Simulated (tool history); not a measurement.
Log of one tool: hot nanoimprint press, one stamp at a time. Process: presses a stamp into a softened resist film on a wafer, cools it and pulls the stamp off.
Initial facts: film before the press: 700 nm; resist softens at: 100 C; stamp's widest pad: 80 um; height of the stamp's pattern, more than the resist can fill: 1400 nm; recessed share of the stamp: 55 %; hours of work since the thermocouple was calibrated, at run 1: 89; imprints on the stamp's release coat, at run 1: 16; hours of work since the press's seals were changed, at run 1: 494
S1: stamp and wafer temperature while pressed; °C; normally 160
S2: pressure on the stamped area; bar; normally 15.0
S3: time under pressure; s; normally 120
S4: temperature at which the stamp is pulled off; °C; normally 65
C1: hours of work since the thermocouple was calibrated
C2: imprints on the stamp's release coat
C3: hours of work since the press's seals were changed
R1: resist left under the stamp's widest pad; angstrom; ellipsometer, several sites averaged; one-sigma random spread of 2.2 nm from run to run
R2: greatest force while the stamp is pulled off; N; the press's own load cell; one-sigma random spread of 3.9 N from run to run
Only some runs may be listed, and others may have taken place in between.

Run 1, hour 0.0: usual settings; C1 89; C2 16; C3 494. Result: R1 3611 angstrom, R2 193 N.
Run 2, hour 13.6: usual settings; C1 99; C2 53; C3 504. Result: R1 3648 angstrom, R2 200 N.
Run 3, hour 21.1: usual settings; C1 105; C2 73; C3 510. Result: R1 3632 angstrom, R2 196 N.
Run 4, hour 37.2: usual settings but S1 163 °C; C1 118; C2 116; C3 523. Result: R1 3219 angstrom, R2 205 N.
Run 5, hour 46.2: usual settings but S1 163 °C; C1 125; C2 141; C3 530. Result: R1 3235 angstrom, R2 207 N.
Run 6, hour 58.9: usual settings but S1 163 °C; C1 135; C2 175; C3 540. Result: R1 3234 angstrom, R2 200 N.
Run 7, hour 71.0: usual settings but S1 163 °C, S3 68 s; C1 145; C2 208; C3 550. Result: R1 3948 angstrom, R2 207 N.
Run 8, hour 79.9: usual settings but S1 163 °C, S3 68 s; C1 152; C2 232; C3 557. Result: R1 3962 angstrom, R2 208 N.
Run 9, hour 94.7: usual settings; C1 163; C2 272; C3 568. Result: R1 3643 angstrom, R2 220 N.
Run 10, hour 109.3: usual settings; C1 175; C2 312; C3 580. Result: R1 3659 angstrom, R2 217 N.
Run 11, hour 119.8: usual settings; C1 183; C2 340; C3 588. Result: R1 3678 angstrom, R2 223 N.
Run 12, hour 137.1: usual settings; C1 197; C2 387; C3 602. Result: R1 3679 angstrom, R2 221 N.
Run 13, hour 153.5: usual settings but S3 170 s; C1 210; C2 431; C3 615. Result: R1 3249 angstrom, R2 222 N.
Run 14, hour 163.3: usual settings but S3 60 s; C1 217; C2 458; C3 622. Result: R1 4569 angstrom, R2 227 N.
Run 15, hour 180.7: usual settings but S4 56 °C; C1 231; C2 505; C3 636. Result: R1 3746 angstrom, R2 276 N.
Run 16, hour 189.5: usual settings but S1 170 °C, S2 21.5 bar, S3 176 s, S4 52 °C; C1 238; C2 529; C3 643. Result: R1 1774 angstrom, R2 303 N.
Run 17, hour 197.1: usual settings but S1 150 °C, S2 14.2 bar, S3 71 s; C1 244; C2 549; C3 649. Result: R1 5886 angstrom, R2 235 N.
Run 18, hour 206.1: usual settings but S1 150 °C, S2 14.2 bar, S3 71 s; C1 251; C2 574; C3 656. Result: R1 5798 angstrom, R2 246 N.
Run 19, hour 224.2: usual settings but S1 150 °C, S2 14.2 bar, S3 63 s, S4 51 °C; C1 265; C2 622; C3 670. Result: R1 5946 angstrom, R2 314 N.
At hour 228.7: plate thermocouple calibrated.
Run 20, hour 241.3: usual settings but S1 150 °C, S2 14.2 bar, S3 63 s, S4 51 °C; C1 10; C2 661; C3 682. Result: R1 5967 angstrom, R2 319 N.
Run 21, hour 256.5: usual settings but S3 156 s, S4 60 °C; C1 22; C2 702; C3 694. Result: R1 3517 angstrom, R2 284 N.
Run 22, hour 265.6: usual settings but S1 158 °C, S3 68 s, S4 50 °C; C1 29; C2 727; C3 701. Result: R1 4892 angstrom, R2 338 N.
Run 23, hour 283.7: usual settings but S1 158 °C, S3 68 s, S4 50 °C; C1 43; C2 776; C3 715. Result: R1 4877 angstrom, R2 343 N.
Run 24, hour 294.0: usual settings but S1 158 °C, S3 68 s, S4 50 °C; C1 51; C2 803; C3 723. Result: R1 4888 angstrom, R2 345 N.
At hour 306.8: plate thermocouple calibrated, once more.
Run 25, hour 306.8: usual settings but S1 158 °C, S3 68 s, S4 50 °C; C1 0; C2 830; C3 731. Result: R1 4535 angstrom, R2 347 N.
Run 26, hour 323.6: usual settings but S1 158 °C, S3 68 s, S4 50 °C; C1 13; C2 875; C3 744. Result: R1 4553 angstrom, R2 337 N.
Run 27, hour 337.6: usual settings but S1 149 °C, S2 20.4 bar, S3 109 s, S4 62 °C; C1 24; C2 913; C3 755. Result: R1 4994 angstrom, R2 281 N.
Run 28, hour 345.3: usual settings but S1 150 °C, S2 11.5 bar, S3 90 s, S4 54 °C; C1 30; C2 934; C3 761. Result: R1 5786 angstrom, R2 314 N.
Run 29, hour 362.8: usual settings but S1 150 °C, S2 11.5 bar, S3 90 s, S4 54 °C; C1 44; C2 981; C3 775. Result: R1 5743 angstrom, R2 330 N.

Below are 5 alternative next runs, each starting from the tool's condition after run 29. Predict each:
Run A, hour 373.7: usual settings but S1 166 °C, S2 11.5 bar, S3 176 s, S4 61 °C; C1 53; C2 1011; C3 784. Result: R1 ?, R2 ?.
Run B, hour 373.7: usual settings but S1 165 °C, S2 11.5 bar, S3 156 s, S4 54 °C; C1 53; C2 1011; C3 784. Result: R1 ?, R2 ?.
Run C, hour 373.7: usual settings but S1 154 °C, S2 11.5 bar, S3 65 s, S4 57 °C; C1 53; C2 1011; C3 784. Result: R1 ?, R2 ?.
Run D, hour 373.7: usual settings but S2 11.9 bar; C1 53; C2 1011; C3 784. Result: R1 ?, R2 ?.
Run E, hour 373.7: usual settings but S1 155 °C, S3 82 s, S4 59 °C; C1 53; C2 1011; C3 784. Result: R1 ?, R2 ?.

run    R1   R2
  A  2788  300
  B  2983  340
  C  5571  320
  D  3960  274
  E  4805  307
Without the tool's unlogged condition, the same runs would have read:
run    R1   R2
  A  2727  211
  B  2919  240
  C  5513  225
  D  3884  193
  E  4714  216
